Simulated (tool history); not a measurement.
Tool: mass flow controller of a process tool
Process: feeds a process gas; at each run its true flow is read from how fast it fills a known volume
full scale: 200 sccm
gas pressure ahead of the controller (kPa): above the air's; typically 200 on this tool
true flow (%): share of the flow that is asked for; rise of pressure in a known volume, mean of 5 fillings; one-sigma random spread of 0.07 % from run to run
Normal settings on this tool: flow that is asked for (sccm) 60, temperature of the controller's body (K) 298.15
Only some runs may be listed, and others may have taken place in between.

run	hour	flow that is asked for (sccm)	gas pressure ahead of the controller (kPa)	temperature of the controller's body (K)	true flow (%)
1	0.0	60	200	298.15	98.58
2	65.7	60	200	300.15	98.80
3	159.9	60	200	300.15	98.69
4	240.4	60	200	300.15	98.56
5	314.8	60	152	298.15	98.37
6	378.6	60	152	298.15	98.25
7	448.9	60	152	310.15	99.50
8	547.3	60	152	310.15	99.49
9	619.3	60	152	310.15	99.60
10	712.1	60	152	310.15	99.45
11	806.8	92	179	310.15	99.82
12	848.0	92	179	310.15	99.81
13	901.7	49	250	300.15	99.05
14	956.4	49	149	300.15	98.61
15	1032.8	49	149	300.15	98.60
16	1119.3	49	149	300.15	98.62
17	1198.9	49	183	300.15	98.86
18	1245.9	49	183	300.15	98.85
19	1331.0	35	198	308.15	99.77

Here are 4 independent what-if runs from the current tool condition. What would each one return?
A	1414.8	84	151	298.15	?
B	1414.8	35	238	308.15	?
C	1414.8	70	200	310.15	?
D	1414.8	35	198	311.15	?

run	true flow (%)
A	98.75
B	99.92
C	99.90
D	100.00
Without the tool's unlogged condition, the same runs would have read:
run	true flow (%)
A	98.51
B	99.09
C	99.58
D	99.18
